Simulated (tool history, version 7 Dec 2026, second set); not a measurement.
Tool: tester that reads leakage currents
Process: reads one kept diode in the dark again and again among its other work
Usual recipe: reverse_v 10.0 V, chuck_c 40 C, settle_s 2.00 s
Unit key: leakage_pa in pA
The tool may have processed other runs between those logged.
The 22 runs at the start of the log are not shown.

run     day  reverse_v  chuck_c  settle_s  hours of work since the probe card was cleaned  hours of work since the tester was calibrated  hours of work since the chuck was calibrated  leakage_pa
 23  59.692        9.5       54      0.60                                            1049                                           3501                                          1986      493.11
 24  61.921        9.5       54      0.60                                            1088                                           3540                                          2025      494.03
 25  65.346        3.9       51      3.91                                            1148                                           3601                                          2085      256.69
 26  68.283        3.9       51      3.91                                            1200                                           3652                                          2137      258.52
 27  70.312        2.1       41      3.47                                            1235                                           3688                                          2172       98.38
 28  73.458       16.6       27      6.30                                            1290                                           3743                                          2228      107.79
     73.912  -- probe card cleaned and baked
 29  76.983       16.6       27      6.30                                              54                                           3803                                          2287      108.14
     77.638  -- chuck's temperature calibrated
 30  79.171        1.1       22      5.27                                              91                                           3840                                            27       18.28
 31  80.758        8.1       40      3.66                                             119                                           3868                                            55      184.14
 32  82.967        5.7       47      6.18                                             158                                           3906                                            94      243.22
 33  84.858        6.3       26      1.44                                             191                                           3940                                           127       61.03
 34  88.654        6.3       26      1.44                                             257                                           4006                                           194       61.28
 35  91.512        2.7       40      1.40                                             308                                           4057                                           244      104.23
 36  93.367        8.3       35      0.89                                             340                                           4089                                           276      133.47

Run 37 comes next. What will it give?
 37  95.650        4.1       40      1.31                                             380                                           4129                                           316           ?

Run 37 produced leakage_pa 129.79 pA.
Were there no unlogged condition in the tool, this run, its random variation unchanged, would have produced leakage_pa 129.79 pA.
